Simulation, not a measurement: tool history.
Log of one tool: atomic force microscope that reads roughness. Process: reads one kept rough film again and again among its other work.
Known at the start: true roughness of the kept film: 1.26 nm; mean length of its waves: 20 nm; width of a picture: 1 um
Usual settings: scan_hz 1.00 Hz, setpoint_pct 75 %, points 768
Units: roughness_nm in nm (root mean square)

run 1 hour=0.0 | scan_hz=1.00 setpoint_pct=75 points=768 | roughness_nm=1.131
run 2 hour=12.3 | scan_hz=3.91 setpoint_pct=75 points=768 | roughness_nm=0.977
run 3 hour=20.8 | scan_hz=3.91 setpoint_pct=75 points=768 | roughness_nm=0.960
run 4 hour=26.3 | scan_hz=1.00 setpoint_pct=79 points=768 | roughness_nm=1.028
run 5 hour=34.7 | scan_hz=1.00 setpoint_pct=79 points=626 | roughness_nm=1.011
run 6 hour=40.1 | scan_hz=0.78 setpoint_pct=75 points=768 | roughness_nm=1.013
run 7 hour=45.1 | scan_hz=0.78 setpoint_pct=75 points=768 | roughness_nm=1.006
run 8 hour=57.2 | scan_hz=0.78 setpoint_pct=75 points=768 | roughness_nm=0.969
run 9 hour=62.3 | scan_hz=0.78 setpoint_pct=75 points=768 | roughness_nm=0.960
run 10 hour=72.8 | scan_hz=0.78 setpoint_pct=75 points=768 | roughness_nm=1.136
run 11 hour=80.5 | scan_hz=1.00 setpoint_pct=75 points=768 | roughness_nm=1.104
run 12 hour=85.8 | scan_hz=1.00 setpoint_pct=75 points=768 | roughness_nm=1.096
run 13 hour=96.9 | scan_hz=1.00 setpoint_pct=75 points=768 | roughness_nm=1.062
run 14 hour=108.1 | scan_hz=1.00 setpoint_pct=75 points=768 | roughness_nm=1.024
run 15 hour=117.1 | scan_hz=1.00 setpoint_pct=75 points=768 | roughness_nm=1.001
run 16 hour=128.9 | scan_hz=0.90 setpoint_pct=75 points=768 | roughness_nm=0.971
run 17 hour=134.7 | scan_hz=0.90 setpoint_pct=75 points=768 | roughness_nm=0.952
run 18 hour=145.0 | scan_hz=0.90 setpoint_pct=75 points=768 | roughness_nm=0.930
run 19 hour=151.0 | scan_hz=2.48 setpoint_pct=75 points=768 | roughness_nm=1.078
run 20 hour=163.1 | scan_hz=2.48 setpoint_pct=75 points=768 | roughness_nm=1.039
run 21 hour=170.0 | scan_hz=1.00 setpoint_pct=75 points=768 | roughness_nm=1.067
run 22 hour=180.5 | scan_hz=1.00 setpoint_pct=75 points=931 | roughness_nm=1.032
run 23 hour=190.1 | scan_hz=1.00 setpoint_pct=75 points=768 | roughness_nm=0.996
run 24 hour=200.7 | scan_hz=3.27 setpoint_pct=77 points=266 | roughness_nm=0.865
run 25 hour=212.4 | scan_hz=2.79 setpoint_pct=84 points=384 | roughness_nm=0.840
run 26 hour=221.1 | scan_hz=2.79 setpoint_pct=84 points=384 | roughness_nm=0.810
run 27 hour=232.1 | scan_hz=0.97 setpoint_pct=59 points=440 | roughness_nm=1.121
run 28 hour=237.8 | scan_hz=1.44 setpoint_pct=90 points=348 | roughness_nm=0.998
run 29 hour=248.6 | scan_hz=0.89 setpoint_pct=90 points=1010 | roughness_nm=1.015
run 30 hour=256.0 | scan_hz=2.01 setpoint_pct=68 points=330 | roughness_nm=1.005
run 31 hour=262.2 | scan_hz=2.52 setpoint_pct=67 points=320 | roughness_nm=0.963
run 32 hour=272.1 | scan_hz=0.61 setpoint_pct=75 points=768 | roughness_nm=1.001
run 33 hour=283.2 | scan_hz=0.66 setpoint_pct=75 points=371 | roughness_nm=0.949
run 34 hour=290.0 | scan_hz=0.66 setpoint_pct=75 points=371 | roughness_nm=0.936
run 35 hour=301.2 | scan_hz=0.71 setpoint_pct=55 points=371 | roughness_nm=1.148
run 36 hour=311.6 | scan_hz=0.71 setpoint_pct=55 points=371 | roughness_nm=1.114
run 37 hour=317.0 | scan_hz=1.74 setpoint_pct=55 points=371 | roughness_nm=1.076
run 38 hour=327.5 | scan_hz=0.73 setpoint_pct=75 points=768 | roughness_nm=1.058
run 39 hour=340.0 | scan_hz=0.73 setpoint_pct=75 points=768 | roughness_nm=1.014
run 40 hour=345.5 | scan_hz=0.53 setpoint_pct=75 points=322 | roughness_nm=0.986
run 41 hour=356.2 | scan_hz=2.62 setpoint_pct=78 points=325 | roughness_nm=0.889
run 42 hour=362.8 | scan_hz=2.62 setpoint_pct=78 points=372 | roughness_nm=0.882
run 43 hour=373.8 | scan_hz=3.30 setpoint_pct=75 points=768 | roughness_nm=1.055
run 44 hour=383.0 | scan_hz=0.71 setpoint_pct=75 points=768 | roughness_nm=1.101
run 45 hour=395.0 | scan_hz=0.71 setpoint_pct=75 points=326 | roughness_nm=1.042

Taken out of this log: 7 entries between the listed runs. Where each belongs, and how the hidden state differs across it:
Between runs 9 and 10: new tip fitted (hour 71.2)
  radius of the tip, nm: 22.4 -> 5.6; height scale over the true one, %: 0.25 -> 0.26
  measured less the result without the state, roughness_nm: -0.192 -> -0.006 nm (root mean square)
Between runs 17 and 18: height scale calibrated on a step standard (hour 136.8)
  radius of the tip, nm: 21.9 -> 24.1; height scale over the true one, %: 0.31 -> 0.53
  measured less the result without the state, roughness_nm: -0.186 -> -0.202 nm (root mean square)
Between runs 18 and 19: new tip fitted (hour 147.3)
  radius of the tip, nm: 24.1 -> 6.2
  measured less the result without the state, roughness_nm: -0.202 -> -0.010 nm (root mean square)
Between runs 21 and 22: height scale calibrated on a step standard, once more (hour 176.5)
  radius of the tip, nm: 11.2 -> 13.8; height scale over the true one, %: 0.55 -> -0.22
  measured less the result without the state, roughness_nm: -0.072 -> -0.110 nm (root mean square)
Between runs 26 and 27: new tip fitted (hour 222.9)
  radius of the tip, nm: 24.7 -> 8.3; height scale over the true one, %: -0.19 -> -0.18
  measured less the result without the state, roughness_nm: -0.191 -> -0.045 nm (root mean square)
Between runs 34 and 35: new tip fitted (hour 297.6)
  radius of the tip, nm: 23.9 -> 6.2; height scale over the true one, %: -0.13 -> -0.12
  measured less the result without the state, roughness_nm: -0.208 -> -0.017 nm (root mean square)
Between runs 42 and 43: new tip fitted (hour 372.2)
  radius of the tip, nm: 21.6 -> 5.5
  measured less the result without the state, roughness_nm: -0.173 -> -0.006 nm (root mean square)

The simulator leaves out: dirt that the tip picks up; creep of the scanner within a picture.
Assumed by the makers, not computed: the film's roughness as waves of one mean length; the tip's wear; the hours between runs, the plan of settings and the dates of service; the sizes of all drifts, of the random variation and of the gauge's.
